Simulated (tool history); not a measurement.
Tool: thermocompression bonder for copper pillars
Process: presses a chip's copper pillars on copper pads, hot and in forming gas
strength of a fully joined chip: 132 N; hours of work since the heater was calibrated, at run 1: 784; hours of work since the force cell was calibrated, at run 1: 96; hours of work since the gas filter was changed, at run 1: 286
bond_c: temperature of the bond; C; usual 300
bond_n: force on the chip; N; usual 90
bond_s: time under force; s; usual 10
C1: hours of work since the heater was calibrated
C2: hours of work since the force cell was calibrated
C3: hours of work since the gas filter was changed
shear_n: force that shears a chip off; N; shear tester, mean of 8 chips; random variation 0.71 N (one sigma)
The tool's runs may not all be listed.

{"run": 1, "day": 0.0, "bond_c": 300, "bond_n": 90, "bond_s": 10, "C1": 784, "C2": 96, "C3": 286, "shear_n": 79.5}
{"run": 2, "day": 0.721, "bond_c": 300, "bond_n": 90, "bond_s": 6, "C1": 796, "C2": 108, "C3": 298, "shear_n": 67.5}
{"run": 3, "day": 1.604, "bond_c": 300, "bond_n": 90, "bond_s": 6, "C1": 811, "C2": 123, "C3": 313, "shear_n": 67.8}
{"run": 4, "day": 2.421, "bond_c": 300, "bond_n": 90, "bond_s": 10, "C1": 825, "C2": 137, "C3": 327, "shear_n": 80.4}
{"run": 5, "day": 2.988, "bond_c": 300, "bond_n": 90, "bond_s": 10, "C1": 835, "C2": 146, "C3": 337, "shear_n": 79.6}
{"run": 6, "day": 3.571, "bond_c": 300, "bond_n": 90, "bond_s": 10, "C1": 844, "C2": 156, "C3": 347, "shear_n": 79.2}
{"run": 7, "day": 4.112, "bond_c": 300, "bond_n": 90, "bond_s": 10, "C1": 854, "C2": 165, "C3": 356, "shear_n": 80.6}
{"run": 8, "day": 4.75, "bond_c": 300, "bond_n": 90, "bond_s": 10, "C1": 864, "C2": 176, "C3": 366, "shear_n": 80.2}
{"day": 4.975, "done": "forming gas filter changed"}
{"run": 9, "day": 5.275, "bond_c": 300, "bond_n": 106, "bond_s": 18, "C1": 873, "C2": 185, "C3": 5, "shear_n": 103.3}
{"run": 10, "day": 5.85, "bond_c": 300, "bond_n": 106, "bond_s": 27, "C1": 883, "C2": 194, "C3": 15, "shear_n": 110.8}
{"run": 11, "day": 6.588, "bond_c": 300, "bond_n": 106, "bond_s": 27, "C1": 895, "C2": 207, "C3": 27, "shear_n": 110.5}

The next listed run, before its measurement:
{"run": 12, "day": 7.067, "bond_c": 300, "bond_n": 106, "bond_s": 27, "C1": 903, "C2": 215, "C3": 35, "shear_n": "?"}

Run 12 gave shear_n 110.9 N.
Without the tool's hidden state the same run would have given shear_n 114.1 N.
